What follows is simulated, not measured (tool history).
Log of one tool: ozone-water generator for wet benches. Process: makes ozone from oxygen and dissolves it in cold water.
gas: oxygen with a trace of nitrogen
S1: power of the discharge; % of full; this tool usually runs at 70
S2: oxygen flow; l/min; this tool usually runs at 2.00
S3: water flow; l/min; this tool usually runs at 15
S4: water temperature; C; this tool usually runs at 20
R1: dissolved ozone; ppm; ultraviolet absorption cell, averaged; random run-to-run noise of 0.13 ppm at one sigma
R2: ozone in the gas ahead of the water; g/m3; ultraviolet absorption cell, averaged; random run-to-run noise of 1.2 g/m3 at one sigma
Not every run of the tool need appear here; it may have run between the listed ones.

| run | hour | S1 | S2 | S3 | S4 | R1 | R2 |
|---|---|---|---|---|---|---|---|
| 1 | 0.0 | 70 | 2.00 | 15 | 20 | 12.6 | 226.0 |
| 2 | 22.4 | 70 | 2.00 | 15 | 20 | 12.5 | 224.0 |
| 3 | 38.4 | 70 | 2.00 | 12 | 20 | 15.6 | 225.4 |
| 4 | 69.8 | 70 | 2.00 | 12 | 20 | 15.5 | 227.9 |
| 5 | 85.5 | 70 | 2.00 | 12 | 20 | 15.6 | 225.7 |
| 6 | 111.6 | 70 | 2.00 | 12 | 20 | 15.4 | 226.2 |
| 7 | 146.5 | 70 | 1.56 | 15 | 20 | 12.0 | 254.1 |
| 8 | 179.1 | 90 | 1.56 | 15 | 20 | 14.7 | 311.8 |
| 9 | 200.9 | 96 | 1.48 | 15 | 21 | 15.2 | 335.4 |
| 10 | 234.8 | 96 | 3.33 | 10 | 13 | 27.7 | 229.6 |
| 11 | 263.2 | 96 | 2.72 | 10 | 17 | 25.6 | 252.5 |
| 12 | 292.1 | 96 | 2.72 | 10 | 17 | 25.2 | 253.7 |
| 13 | 327.0 | 70 | 1.45 | 14 | 16 | 13.0 | 258.3 |

Consider 3 possible next runs. They are alternatives, not a sequence: every one starts from the tool as it was left by run 13. What does each give?
| A | 358.1 | 81 | 1.45 | 14 | 12 | ? | ? |
| B | 358.1 | 70 | 1.23 | 14 | 13 | ? | ? |
| C | 358.1 | 78 | 1.34 | 15 | 20 | ? | ? |

| run | R1 | R2 |
|---|---|---|
| A | 15.0 | 293.0 |
| B | 12.4 | 280.0 |
| C | 12.5 | 296.5 |
Without the tool's hidden state the same runs would have given:
| run | R1 | R2 |
|---|---|---|
| A | 15.0 | 293.1 |
| B | 12.4 | 280.1 |
| C | 12.5 | 296.6 |
